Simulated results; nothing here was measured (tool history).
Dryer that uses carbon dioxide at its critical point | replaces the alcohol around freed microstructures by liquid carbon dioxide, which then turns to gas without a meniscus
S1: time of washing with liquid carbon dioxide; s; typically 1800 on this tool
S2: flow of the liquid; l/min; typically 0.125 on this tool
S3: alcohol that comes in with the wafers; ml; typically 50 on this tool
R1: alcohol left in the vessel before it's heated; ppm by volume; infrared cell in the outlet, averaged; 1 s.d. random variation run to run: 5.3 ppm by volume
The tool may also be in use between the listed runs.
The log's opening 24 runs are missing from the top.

{"run": 25, "hour": 578.8, "S1": 1800, "S2": 0.113, "S3": 54, "R1": 270}
{"run": 26, "hour": 608.7, "S1": 1800, "S2": 0.103, "S3": 54, "R1": 457}
{"run": 27, "hour": 628.3, "S1": 1800, "S2": 0.103, "S3": 54, "R1": 480}
{"run": 28, "hour": 660.0, "S1": 1800, "S2": 0.125, "S3": 27, "R1": 84}
{"run": 29, "hour": 692.1, "S1": 1800, "S2": 0.125, "S3": 27, "R1": 84}
{"run": 30, "hour": 713.8, "S1": 1980, "S2": 0.13, "S3": 87, "R1": 112}
{"run": 31, "hour": 738.0, "S1": 2520, "S2": 0.121, "S3": 23, "R1": 32}
{"run": 32, "hour": 752.9, "S1": 2520, "S2": 0.121, "S3": 23, "R1": 22}
{"run": 33, "hour": 772.9, "S1": 2520, "S2": 0.129, "S3": 50, "R1": 24}
{"run": 34, "hour": 791.3, "S1": 2520, "S2": 0.168, "S3": 44, "R1": 17}
{"run": 35, "hour": 814.6, "S1": 2580, "S2": 0.087, "S3": 101, "R1": 374}
{"run": 36, "hour": 842.9, "S1": 2580, "S2": 0.087, "S3": 101, "R1": 390}
{"run": 37, "hour": 871.7, "S1": 1740, "S2": 0.134, "S3": 50, "R1": 165}
{"run": 38, "hour": 896.0, "S1": 2340, "S2": 0.101, "S3": 33, "R1": 116}
{"run": 39, "hour": 909.7, "S1": 2340, "S2": 0.101, "S3": 33, "R1": 113}
{"run": 40, "hour": 938.1, "S1": 2340, "S2": 0.101, "S3": 33, "R1": 112}

Each row is a separate what-if for the run after 40, all from the same tool condition, not one after another. Results?
{"run": "A", "hour": 961.5, "S1": 1080, "S2": 0.167, "S3": 22, "R1": "?"}
{"run": "B", "hour": 961.5, "S1": 1800, "S2": 0.125, "S3": 59, "R1": "?"}
{"run": "C", "hour": 961.5, "S1": 1380, "S2": 0.101, "S3": 37, "R1": "?"}
{"run": "D", "hour": 961.5, "S1": 2820, "S2": 0.075, "S3": 52, "R1": "?"}

run=A R1=310
run=B R1=254
run=C R1=1644
run=D R1=340
Had the tool no hidden state, the same runs would have come out as:
run=A R1=176
run=B R1=126
run=C R1=1101
run=D R1=177
